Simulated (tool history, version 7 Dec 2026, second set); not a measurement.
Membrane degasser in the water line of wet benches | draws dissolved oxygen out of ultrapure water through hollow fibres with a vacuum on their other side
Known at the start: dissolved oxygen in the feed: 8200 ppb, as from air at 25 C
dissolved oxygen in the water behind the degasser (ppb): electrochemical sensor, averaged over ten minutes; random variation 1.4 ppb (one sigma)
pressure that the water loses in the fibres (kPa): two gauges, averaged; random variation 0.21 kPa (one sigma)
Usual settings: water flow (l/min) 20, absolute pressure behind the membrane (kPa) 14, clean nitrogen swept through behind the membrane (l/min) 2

run	hour	water flow (l/min)	absolute pressure behind the membrane (kPa)	clean nitrogen swept through behind the membrane (l/min)	dissolved oxygen in the water behind the degasser (ppb)	pressure that the water loses in the fibres (kPa)
1	0	20	14	2	258	51.26
2	48.9	20	14	2	255.9	51.67
3	120.6	20	14	2	256.5	51.36
4	174.6	20	14	2	255.1	51.6
5	246.2	20	14	2	257	51.53
6	299.8	20	14	2	258.1	51.27
7	406.8	20	14	2	255.9	51.63
8	502.9	20	14	2	259.4	51.46
9	595.7	20	14	2	259.3	51.63
# hour 696.5: vacuum gauge calibrated
10	698.6	20	14	1.69	292.7	51.94
11	780.3	20	14	1.48	331.6	51.62
12	832.6	20	14	1.48	331.4	51.54
13	910.7	20	14	2	253.4	51.27
14	979.2	20	14	2	253.6	51.63
15	1056.9	20	14	2	255.7	51.81
16	1136.7	20	14	0.97	478	51.81
17	1216.8	14	24.2	2	342.6	36.11
18	1308.3	27	15.7	2.38	336.2	69.74
19	1356.3	27	15.7	2.38	336.6	69.82
20	1451.4	27	15.7	1.11	633.9	69.64
21	1512.9	28	9.4	2.74	165.4	72.8
22	1612	28	9.4	2.74	165.5	72.94
23	1713.8	19	18.2	2.77	247	49.54
24	1795.5	29	14	4.41	188.2	75.47
25	1851.5	12	18.5	1.02	410.6	31.16
26	1946.2	20	17	5.32	130	52.09
27	2041.5	30	9.3	4.72	116.3	77.44
28	2139.1	30	9.3	4.72	116.8	77.96
29	2187.8	30	9.3	4.72	116.1	78.24
30	2241.3	15	16.3	0.96	448.1	39.36

Forecast run 31:
31	2345.6	25	16.7	5.42	?	?

Run 31 gave dissolved oxygen in the water behind the degasser (ppb) 160.3, pressure that the water loses in the fibres (kPa) 65.42.
Without the tool's hidden state the same run would have given dissolved oxygen in the water behind the degasser (ppb) 156.4, pressure that the water loses in the fibres (kPa) 63.2.
